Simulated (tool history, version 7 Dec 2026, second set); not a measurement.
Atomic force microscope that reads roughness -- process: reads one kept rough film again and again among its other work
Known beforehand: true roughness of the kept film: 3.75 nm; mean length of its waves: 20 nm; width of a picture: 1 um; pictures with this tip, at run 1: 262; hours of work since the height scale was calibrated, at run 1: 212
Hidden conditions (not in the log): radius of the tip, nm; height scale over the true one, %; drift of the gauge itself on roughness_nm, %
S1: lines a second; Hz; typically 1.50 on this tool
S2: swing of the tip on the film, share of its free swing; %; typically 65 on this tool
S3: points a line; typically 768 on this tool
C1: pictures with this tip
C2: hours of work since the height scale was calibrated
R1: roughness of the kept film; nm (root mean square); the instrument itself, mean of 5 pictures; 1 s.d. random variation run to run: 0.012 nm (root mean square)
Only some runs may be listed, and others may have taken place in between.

run	hour	S1	S2	S3	C1	C2	R1
1	0.0	1.50	65	768	262	212	1.637
2	7.4	1.50	65	768	268	215	1.610
# hour 17.2: new tip fitted
3	23.5	2.56	65	768	5	222	2.611
4	31.3	2.56	65	768	12	225	2.538
5	45.5	2.56	65	768	23	231	2.475
6	57.1	1.50	65	923	32	235	2.525
7	70.9	0.68	65	923	44	241	2.549
8	81.4	0.98	65	768	52	245	2.456
# hour 84.0: height scale calibrated on a step standard
9	100.3	0.98	65	768	67	7	2.379
10	115.5	1.50	65	533	79	13	2.241
11	130.9	1.50	65	768	91	19	2.202
12	141.9	0.85	72	705	100	24	2.196
13	150.6	1.77	72	831	107	27	2.006
14	163.8	1.77	72	831	118	33	1.975
# hour 173.9: height scale calibrated on a step standard, once more
15	179.8	1.50	65	738	130	2	2.024
16	192.3	1.84	65	435	140	8	1.954
17	208.2	1.33	65	306	153	14	1.905
18	223.0	1.33	65	306	165	20	1.862
19	240.1	1.20	65	520	179	27	1.862
20	253.6	2.87	68	346	190	33	1.637
21	262.8	2.87	68	346	197	36	1.611

3 options for the next run, each taken on its own from the tool as it stands now. Forecast them:
A	279.5	1.50	60	768	211	43	?
B	279.5	1.50	62	587	211	43	?
C	279.5	1.50	65	592	211	43	?

run	R1
A	1.773
B	1.754
C	1.730
What these runs would have given with no unlogged condition in the tool:
run	R1
A	2.827
B	2.794
C	2.756
